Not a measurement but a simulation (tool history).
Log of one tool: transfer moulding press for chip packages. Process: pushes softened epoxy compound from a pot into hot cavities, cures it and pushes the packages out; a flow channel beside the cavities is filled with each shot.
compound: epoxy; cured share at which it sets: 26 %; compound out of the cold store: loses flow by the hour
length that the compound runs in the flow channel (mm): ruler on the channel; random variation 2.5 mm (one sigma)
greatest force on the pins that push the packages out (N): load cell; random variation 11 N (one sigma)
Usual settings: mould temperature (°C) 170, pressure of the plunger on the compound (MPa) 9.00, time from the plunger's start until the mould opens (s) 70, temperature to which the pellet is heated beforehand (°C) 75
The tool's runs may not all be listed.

| run | hour | mould temperature (°C) | pressure of the plunger on the compound (MPa) | time from the plunger's start until the mould opens (s) | temperature to which the pellet is heated beforehand (°C) | incoming compound's hours out of the cold store | length that the compound runs in the flow channel (mm) | greatest force on the pins that push the packages out (N) |
|---|---|---|---|---|---|---|---|---|
| 1 | 0.0 | 170 | 9.00 | 70 | 75 | 12.8 | 529 | 640 |
|  | 16.0 | mould's thermocouples calibrated |
|  | 40.3 | plunger's sealing rings changed |
| 2 | 45.2 | 170 | 9.00 | 70 | 75 | 26.5 | 511 | 831 |
|  | 56.5 | cavities cleaned with cleaning compound and waxed |
| 3 | 87.7 | 170 | 9.00 | 70 | 75 | 44.5 | 450 | 1016 |
|  | 119.5 | cavities cleaned with cleaning compound and waxed |
| 4 | 138.4 | 170 | 9.00 | 70 | 75 | 37.4 | 467 | 705 |
|  | 181.7 | cavities cleaned with cleaning compound and waxed |
| 5 | 204.6 | 170 | 9.00 | 70 | 75 | 39.2 | 457 | 674 |
|  | 240.7 | cavities cleaned with cleaning compound and waxed |
| 6 | 257.4 | 170 | 9.00 | 70 | 75 | 32.2 | 472 | 664 |
|  | 303.7 | cavities cleaned with cleaning compound and waxed |
| 7 | 337.4 | 170 | 9.00 | 70 | 75 | 39.9 | 441 | 793 |
|  | 357.9 | plunger's sealing rings changed |
|  | 370.4 | cavities cleaned with cleaning compound and waxed |
| 8 | 406.8 | 170 | 9.00 | 70 | 75 | 10.0 | 566 | 819 |
|  | 432.0 | cavities cleaned with cleaning compound and waxed |
| 9 | 447.1 | 170 | 9.00 | 70 | 75 | 28.9 | 492 | 659 |
|  | 491.1 | cavities cleaned with cleaning compound and waxed |
|  | 499.4 | cavities cleaned with cleaning compound and waxed, once more |
| 10 | 500.6 | 170 | 9.00 | 70 | 75 | 29.9 | 484 | 544 |
| 11 | 543.7 | 170 | 8.37 | 58 | 76 | 14.8 | 511 | 1336 |
|  | 561.5 | cavities cleaned with cleaning compound and waxed |
| 12 | 613.5 | 170 | 8.37 | 94 | 67 | 25.5 | 471 | 729 |
|  | 624.8 | cavities cleaned with cleaning compound and waxed |
|  | 649.1 | mould's thermocouples calibrated |
|  | 676.8 | plunger's sealing rings changed |
|  | 691.0 | cavities cleaned with cleaning compound and waxed |
| 13 | 694.0 | 177 | 8.86 | 109 | 67 | 33.5 | 472 | 445 |
|  | 750.4 | cavities cleaned with cleaning compound and waxed |
| 14 | 756.3 | 165 | 8.90 | 93 | 82 | 12.0 | 562 | 530 |
|  | 812.3 | cavities cleaned with cleaning compound and waxed |
| 15 | 822.1 | 170 | 9.00 | 58 | 66 | 42.0 | 448 | 879 |
| 16 | 859.2 | 173 | 9.00 | 74 | 66 | 14.8 | 519 | 734 |
|  | 871.4 | cavities cleaned with cleaning compound and waxed |
|  | 933.9 | cavities cleaned with cleaning compound and waxed |
| 17 | 933.9 | 164 | 9.00 | 85 | 82 | 9.2 | 555 | 569 |
|  | 996.5 | plunger's sealing rings changed |
|  | 998.0 | cavities cleaned with cleaning compound and waxed |
| 18 | 998.0 | 178 | 7.96 | 58 | 68 | 44.7 | 413 | 451 |
|  | 1061.5 | cavities cleaned with cleaning compound and waxed |
| 19 | 1078.2 | 166 | 9.37 | 58 | 68 | 9.6 | 589 | 1484 |

Forecast each of these 4 alternatives for the next run:
|  | 1122.7 | cavities cleaned with cleaning compound and waxed |
| A | 1129.7 | 173 | 9.37 | 58 | 68 | 29.0 | ? | ? |
|  | 1122.7 | cavities cleaned with cleaning compound and waxed |
| B | 1129.7 | 166 | 9.37 | 58 | 71 | 20.3 | ? | ? |
|  | 1122.7 | cavities cleaned with cleaning compound and waxed |
| C | 1129.7 | 174 | 7.78 | 58 | 70 | 40.7 | ? | ? |
|  | 1122.7 | cavities cleaned with cleaning compound and waxed |
| D | 1129.7 | 166 | 9.93 | 58 | 68 | 23.9 | ? | ? |

| run | length that the compound runs in the flow channel (mm) | greatest force on the pins that push the packages out (N) |
|---|---|---|
| A | 491 | 696 |
| B | 540 | 1273 |
| C | 419 | 660 |
| D | 548 | 1291 |
Without the tool's hidden state the same runs would have given:
| run | length that the compound runs in the flow channel (mm) | greatest force on the pins that push the packages out (N) |
|---|---|---|
| A | 505 | 577 |
| B | 554 | 1048 |
| C | 430 | 551 |
| D | 562 | 1063 |
